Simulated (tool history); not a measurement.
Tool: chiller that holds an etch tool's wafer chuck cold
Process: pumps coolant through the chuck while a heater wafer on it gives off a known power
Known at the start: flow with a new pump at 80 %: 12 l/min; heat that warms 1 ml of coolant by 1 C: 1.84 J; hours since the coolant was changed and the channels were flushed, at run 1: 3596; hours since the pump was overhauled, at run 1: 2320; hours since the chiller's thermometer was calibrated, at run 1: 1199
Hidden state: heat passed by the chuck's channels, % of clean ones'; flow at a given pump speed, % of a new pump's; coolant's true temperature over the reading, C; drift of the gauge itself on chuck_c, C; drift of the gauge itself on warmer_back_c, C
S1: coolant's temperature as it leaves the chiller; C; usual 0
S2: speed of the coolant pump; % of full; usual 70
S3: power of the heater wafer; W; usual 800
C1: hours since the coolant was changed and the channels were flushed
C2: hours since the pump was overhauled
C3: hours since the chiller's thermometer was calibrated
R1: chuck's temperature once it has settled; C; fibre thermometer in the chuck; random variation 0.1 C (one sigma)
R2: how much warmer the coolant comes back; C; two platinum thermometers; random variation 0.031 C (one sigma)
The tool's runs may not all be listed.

Run 1, hour 0: usual settings; C1 3596; C2 2320; C3 1199. Result: R1 9.8 C, R2 2.51 C.
Run 2, hour 85.9: usual settings; C1 3682; C2 2406; C3 1285. Result: R1 9.6 C, R2 2.48 C.
Run 3, hour 153.4: usual settings; C1 3749; C2 2474; C3 1352. Result: R1 9.7 C, R2 2.5 C.
Run 4, hour 214.6: usual settings; C1 3810; C2 2535; C3 1414. Result: R1 9.8 C, R2 2.47 C.
Run 5, hour 300: usual settings; C1 3896; C2 2620; C3 1499. Result: R1 9.6 C, R2 2.48 C.
Run 6, hour 382.5: usual settings; C1 3978; C2 2703; C3 1582. Result: R1 9.7 C, R2 2.5 C.
Run 7, hour 427.4: usual settings; C1 4023; C2 2748; C3 1626. Result: R1 9.8 C, R2 2.54 C.
Run 8, hour 490.4: usual settings; C1 4086; C2 2811; C3 1689. Result: R1 9.7 C, R2 2.5 C.
Run 9, hour 568.3: usual settings but S1 1 C, S2 84 % of full, S3 579 W; C1 4164; C2 2889; C3 1767. Result: R1 7.1 C, R2 1.44 C.
Run 10, hour 605.7: usual settings but S1 1 C, S2 84 % of full, S3 579 W; C1 4202; C2 2926; C3 1805. Result: R1 7.2 C, R2 1.54 C.
Run 11, hour 654.4: usual settings but S1 4 C, S2 67 % of full; C1 4250; C2 2975; C3 1853. Result: R1 14.1 C, R2 2.58 C.
Run 12, hour 693: usual settings but S1 10 C, S2 62 % of full, S3 685 W; C1 4289; C2 3013; C3 1892. Result: R1 19.2 C, R2 2.46 C.

5 ways to go on from here, each from the tool as it stands after run 12. What would each give?
Run A, hour 739.5: usual settings but S1 2 C, S2 93 % of full, S3 834 W; C1 4335; C2 3060; C3 1939. Result: R1 ?, R2 ?.
Run B, hour 739.5: usual settings but S1 10 C, S2 84 % of full, S3 1087 W; C1 4335; C2 3060; C3 1939. Result: R1 ?, R2 ?.
Run C, hour 739.5: usual settings but S1 10 C, S2 84 % of full, S3 685 W; C1 4335; C2 3060; C3 1939. Result: R1 ?, R2 ?.
Run D, hour 739.5: usual settings but S1 10 C, S2 67 % of full, S3 1066 W; C1 4335; C2 3060; C3 1939. Result: R1 ?, R2 ?.
Run E, hour 739.5: usual settings but S1 10 C, S2 65 % of full, S3 1150 W; C1 4335; C2 3060; C3 1939. Result: R1 ?, R2 ?.

run    R1    R2
  A   9.9  1.92
  B  21.5  2.83
  C  17.3   1.8
  D  23.4  3.44
  E  24.8   3.9
Without the tool's hidden state the same runs would have given:
run    R1    R2
  A   9.9  1.92
  B  21.4  2.83
  C  17.3   1.8
  D  23.4  3.44
  E  24.7  3.89
